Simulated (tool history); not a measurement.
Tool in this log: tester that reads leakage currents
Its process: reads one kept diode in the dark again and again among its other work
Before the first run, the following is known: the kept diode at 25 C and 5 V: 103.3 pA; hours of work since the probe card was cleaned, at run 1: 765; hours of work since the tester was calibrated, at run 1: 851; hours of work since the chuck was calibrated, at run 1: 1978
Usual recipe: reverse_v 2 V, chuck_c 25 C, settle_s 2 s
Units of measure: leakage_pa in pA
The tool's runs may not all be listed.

| run | hour | reverse_v | chuck_c | settle_s | hours of work since the probe card was cleaned | hours of work since the tester was calibrated | hours of work since the chuck was calibrated | leakage_pa |
|---|---|---|---|---|---|---|---|---|
| 1 | 0 | 2 | 25 | 2 | 765 | 851 | 1978 | 59.27 |
| 2 | 64 | 2 | 36 | 2 | 810 | 896 | 2023 | 152.51 |
| 3 | 142.1 | 2 | 25 | 2 | 864 | 951 | 2078 | 59.29 |
| 4 | 196.7 | 2 | 25 | 2 | 903 | 990 | 2116 | 59.47 |
| 5 | 260.8 | 2 | 25 | 2 | 948 | 1034 | 2161 | 59.31 |
|  | 317.9 | chuck's temperature calibrated |
| 6 | 335.8 | 2 | 25 | 2 | 999 | 1086 | 13 | 64.45 |
| 7 | 427.6 | 1.62 | 25 | 2 | 1063 | 1150 | 77 | 57.69 |
| 8 | 487.1 | 1.62 | 25 | 2 | 1105 | 1192 | 119 | 57.34 |
| 9 | 524.7 | 2 | 25 | 1.81 | 1132 | 1218 | 145 | 64.73 |
| 10 | 609.9 | 2 | 25 | 0.51 | 1191 | 1278 | 205 | 64.5 |
| 11 | 688.8 | 2 | 25 | 0.51 | 1247 | 1334 | 260 | 64.31 |
| 12 | 735.9 | 2 | 25 | 0.51 | 1280 | 1367 | 293 | 64.53 |
| 13 | 802.4 | 1.68 | 25 | 0.51 | 1327 | 1413 | 340 | 58.83 |
| 14 | 877.2 | 1.68 | 25 | 0.51 | 1379 | 1466 | 393 | 58.67 |
| 15 | 959.4 | 1.68 | 25 | 0.51 | 1437 | 1524 | 450 | 58.55 |
| 16 | 1033.4 | 2 | 25 | 2 | 1489 | 1575 | 502 | 63.82 |
| 17 | 1080.5 | 2 | 25 | 2 | 1522 | 1609 | 535 | 63.67 |
| 18 | 1156.2 | 2 | 25 | 0.71 | 1575 | 1662 | 589 | 63.77 |
| 19 | 1199.1 | 2 | 25 | 0.71 | 1605 | 1692 | 619 | 63.76 |
| 20 | 1268 | 2 | 25 | 0.71 | 1653 | 1740 | 667 | 64.03 |
| 21 | 1311.6 | 2 | 25 | 2 | 1684 | 1771 | 698 | 64.11 |
| 22 | 1368.7 | 4.98 | 25 | 2.9 | 1724 | 1811 | 738 | 104.77 |
| 23 | 1456 | 2 | 49 | 2 | 1785 | 1872 | 799 | 449.36 |
| 24 | 1504.3 | 4.14 | 49 | 1.24 | 1819 | 1906 | 833 | 665.22 |
| 25 | 1580.5 | 4.59 | 60 | 1.49 | 1873 | 1960 | 886 | 1572.77 |
| 26 | 1664.7 | 7.86 | 25 | 2 | 1932 | 2019 | 945 | 134.75 |
| 27 | 1745.6 | 1.45 | 39 | 0.8 | 1989 | 2075 | 1002 | 172.06 |
| 28 | 1787.8 | 17.02 | 25 | 0.58 | 2018 | 2105 | 1032 | 211.2 |
| 29 | 1833.2 | 1.81 | 21 | 3.3 | 2050 | 2137 | 1064 | 42.29 |
| 30 | 1920.8 | 1.81 | 21 | 3.3 | 2112 | 2198 | 1125 | 41.98 |
| 31 | 1982.7 | 1.81 | 21 | 3.3 | 2155 | 2242 | 1169 | 42.31 |
| 32 | 2026 | 1.81 | 21 | 3.3 | 2186 | 2272 | 1199 | 42.07 |
| 33 | 2106.5 | 6.77 | 25 | 8.96 | 2242 | 2329 | 1256 | 123.42 |
| 34 | 2178.1 | 3.34 | 42 | 0.32 | 2292 | 2379 | 1306 | 340.68 |
| 35 | 2241 | 3.34 | 42 | 0.32 | 2337 | 2423 | 1350 | 340.69 |
| 36 | 2278.8 | 3.34 | 42 | 0.32 | 2363 | 2450 | 1377 | 340.28 |
| 37 | 2343.7 | 3.34 | 42 | 0.32 | 2409 | 2495 | 1422 | 339.68 |
| 38 | 2416.6 | 3.34 | 38 | 0.32 | 2460 | 2547 | 1473 | 245.7 |
| 39 | 2483.9 | 1.23 | 24 | 0.32 | 2507 | 2594 | 1521 | 44.36 |
| 40 | 2570.9 | 1.23 | 24 | 0.32 | 2568 | 2655 | 1582 | 44.34 |
| 41 | 2616.1 | 1.34 | 40 | 0.46 | 2600 | 2687 | 1613 | 175.91 |

What if the next run were any one of these 3? Each begins from the tool's condition after run 41:
| A | 2655.9 | 2.08 | 25 | 2 | 2628 | 2714 | 1641 | ? |
| B | 2655.9 | 18.9 | 28 | 3.12 | 2628 | 2714 | 1641 | ? |
| C | 2655.9 | 1.34 | 36 | 4.38 | 2628 | 2714 | 1641 | ? |

| run | leakage_pa |
|---|---|
| A | 63.81 |
| B | 283.12 |
| C | 126.75 |
Without the tool's unlogged condition, the same runs would have read:
| run | leakage_pa |
|---|---|
| A | 64.62 |
| B | 275.84 |
| C | 130.92 |
